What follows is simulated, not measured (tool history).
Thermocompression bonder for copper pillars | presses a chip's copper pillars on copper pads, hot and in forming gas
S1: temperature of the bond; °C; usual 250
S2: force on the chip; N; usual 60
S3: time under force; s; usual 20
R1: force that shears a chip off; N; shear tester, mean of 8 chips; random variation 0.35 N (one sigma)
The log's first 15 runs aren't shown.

| run | hour | S1 | S2 | S3 | R1 |
|---|---|---|---|---|---|
|  | 411.2 | forming gas filter changed |
| 16 | 439.1 | 276 | 60 | 20 | 111.4 |
|  | 444.8 | force cell calibrated |
| 17 | 459.5 | 250 | 60 | 20 | 84.3 |
| 18 | 492.3 | 243 | 43 | 17 | 62 |
| 19 | 521.4 | 274 | 68 | 12 | 99.2 |
| 20 | 558.5 | 250 | 69 | 20 | 88.5 |
| 21 | 590.5 | 242 | 64 | 31 | 88.4 |
| 22 | 635.5 | 242 | 64 | 31 | 88.8 |
| 23 | 662.4 | 262 | 80 | 38 | 119.1 |
| 24 | 707.8 | 262 | 80 | 38 | 118.6 |
| 25 | 750.7 | 262 | 80 | 38 | 119.3 |
| 26 | 782.8 | 250 | 39 | 20 | 67.8 |
| 27 | 804.7 | 250 | 54 | 20 | 79 |
| 28 | 847.1 | 223 | 63 | 25 | 62 |
| 29 | 885.2 | 223 | 66 | 25 | 62.9 |
| 30 | 910.5 | 223 | 40 | 17 | 41.1 |
|  | 924.8 | forming gas filter changed |
| 31 | 939 | 232 | 41 | 14 | 46.5 |
| 32 | 962.7 | 232 | 41 | 14 | 46.5 |
| 33 | 994.5 | 272 | 60 | 23 | 108.4 |
| 34 | 1039.8 | 232 | 56 | 51 | 86.2 |

Forecast each of these 5 alternatives for the next run:
| A | 1070.7 | 250 | 37 | 16 | ? |
| B | 1070.7 | 231 | 47 | 20 | ? |
| C | 1070.7 | 231 | 60 | 16 | ? |
| D | 1070.7 | 273 | 39 | 14 | ? |
| E | 1070.7 | 241 | 56 | 51 | ? |

| run | R1 |
|---|---|
| A | 61.2 |
| B | 56.8 |
| C | 59.1 |
| D | 81.3 |
| E | 95.5 |
Without the tool's hidden state the same runs would have given:
| run | R1 |
|---|---|
| A | 64.5 |
| B | 60.2 |
| C | 62.6 |
| D | 84.7 |
| E | 99.4 |

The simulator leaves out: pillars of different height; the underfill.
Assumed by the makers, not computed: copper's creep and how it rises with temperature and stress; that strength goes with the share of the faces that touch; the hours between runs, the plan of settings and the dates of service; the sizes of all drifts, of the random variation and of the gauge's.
